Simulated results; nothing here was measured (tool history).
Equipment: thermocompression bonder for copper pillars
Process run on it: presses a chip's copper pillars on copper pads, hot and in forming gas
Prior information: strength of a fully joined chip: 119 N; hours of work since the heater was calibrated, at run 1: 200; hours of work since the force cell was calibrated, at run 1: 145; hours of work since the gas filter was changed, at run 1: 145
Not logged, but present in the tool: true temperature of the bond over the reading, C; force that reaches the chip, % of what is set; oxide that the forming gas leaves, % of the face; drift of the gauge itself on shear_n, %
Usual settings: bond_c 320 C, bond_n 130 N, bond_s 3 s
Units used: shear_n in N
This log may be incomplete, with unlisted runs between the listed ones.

run	hour	bond_c	bond_n	bond_s	hours of work since the heater was calibrated	hours of work since the force cell was calibrated	hours of work since the gas filter was changed	shear_n
1	0.0	320	130	3	200	145	145	46.8
2	49.4	344	130	3	231	176	176	63.3
3	99.0	320	130	3	262	208	208	46.3
4	127.0	320	130	3	280	225	225	46.1
5	164.7	320	130	3	304	249	249	45.3
6	210.6	320	130	3	333	278	278	45.0
7	253.3	320	177	3	359	305	305	61.8
8	292.8	320	130	3	384	330	330	44.5
9	336.7	320	130	3	412	357	357	44.1
10	386.7	320	130	3	443	389	389	43.0
11	416.8	320	130	3	462	408	408	42.6
12	451.3	320	153	3	484	429	429	50.2
# hour 478.1: forming gas filter changed
13	485.3	320	153	3	505	450	5	53.6
14	511.9	320	153	3	522	467	21	55.2
15	555.3	303	141	2	549	494	49	31.0
16	588.0	303	141	2	570	515	69	32.2
17	627.8	303	141	2	595	540	94	31.3
18	677.0	320	126	3	626	571	125	43.7
19	720.8	320	101	3	653	599	153	33.2
20	758.5	320	101	3	677	622	176	32.7
21	783.1	320	104	3	693	638	192	32.2
22	839.2	320	104	3	728	673	227	32.3
23	875.9	320	104	3	751	696	250	32.3
24	912.7	332	91	7	774	719	273	44.8
# hour 945.1: force cell calibrated
25	962.7	332	91	7	805	11	304	48.4
26	1011.8	330	134	5	835	42	335	61.7
27	1060.8	332	116	2	866	73	366	39.0

Predict each of these 4 candidate next runs independently; none follows another, all start after run 27:
A	1093.9	304	159	2	887	94	387	?
B	1093.9	313	116	7	887	94	387	?
C	1093.9	332	141	6	887	94	387	?
D	1093.9	320	101	2	887	94	387	?

run	shear_n
A	35.3
B	46.2
C	68.4
D	26.7
Without the tool's unlogged condition, the same runs would have read:
run	shear_n
A	44.1
B	56.6
C	80.8
D	33.4

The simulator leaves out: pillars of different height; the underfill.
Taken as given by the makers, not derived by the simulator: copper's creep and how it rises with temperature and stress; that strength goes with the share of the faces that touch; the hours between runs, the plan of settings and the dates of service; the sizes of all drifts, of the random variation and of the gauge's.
